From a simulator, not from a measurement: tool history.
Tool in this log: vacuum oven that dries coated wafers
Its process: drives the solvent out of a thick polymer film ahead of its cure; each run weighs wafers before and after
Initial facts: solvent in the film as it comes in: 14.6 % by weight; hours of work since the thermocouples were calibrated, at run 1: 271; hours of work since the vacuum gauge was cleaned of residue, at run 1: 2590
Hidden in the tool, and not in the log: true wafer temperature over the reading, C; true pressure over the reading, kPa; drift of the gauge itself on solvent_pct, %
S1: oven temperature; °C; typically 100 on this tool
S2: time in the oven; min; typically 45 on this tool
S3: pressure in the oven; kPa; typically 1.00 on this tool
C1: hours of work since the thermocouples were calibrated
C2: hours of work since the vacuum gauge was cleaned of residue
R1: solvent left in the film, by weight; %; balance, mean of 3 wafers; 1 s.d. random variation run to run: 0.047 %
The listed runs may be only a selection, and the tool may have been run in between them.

run,day,S1,S2,S3,C1,C2,R1
1,0.000,100,45,1.00,271,2590,1.17
2,3.138,100,45,1.00,326,2645,1.25
3,5.512,100,52,1.00,367,2686,0.98
4,9.258,100,52,1.00,433,2752,1.04
5,12.054,100,52,1.00,482,2801,1.04
6,14.500,93,45,1.00,525,2844,1.74
7,17.046,100,45,1.00,569,2888,1.18
8,20.808,100,45,1.00,635,2954,1.16
# day 24.067: vacuum gauge cleaned of residue and calibrated
9,24.762,100,45,1.00,703,12,0.68
10,29.033,100,45,1.00,778,87,0.77
11,31.996,100,45,0.60,830,139,0.65
12,34.542,100,45,1.00,874,183,0.74
13,36.629,111,45,2.30,911,220,0.65
14,38.662,111,45,2.30,947,256,0.68
15,42.879,108,32,1.01,1020,329,0.64
16,46.942,93,31,1.00,1092,401,2.30
17,48.862,105,62,1.37,1125,434,0.52
18,50.829,105,62,1.37,1160,469,0.49
19,53.338,105,62,1.37,1204,513,0.46
20,55.462,105,62,1.37,1241,550,0.44
21,58.396,105,62,1.37,1292,601,0.52
22,61.200,105,62,1.37,1341,650,0.49
23,65.129,100,45,1.17,1410,719,0.81

Consider 5 possible next runs. They are alternatives, not a sequence: every one starts from the tool as it was left by run 23. What does each give?
A,67.379,100,51,1.00,1449,758,?
B,67.379,101,45,1.00,1449,758,?
C,67.379,86,28,0.67,1449,758,?
D,67.379,88,62,1.00,1449,758,?
E,67.379,113,45,1.17,1449,758,?

run,R1
A,0.59
B,0.66
C,3.56
D,1.20
E,0.43
With the hidden condition removed and each run's random variation left untouched, the same runs would have given:
run,R1
A,0.58
B,0.68
C,3.78
D,1.22
E,0.40
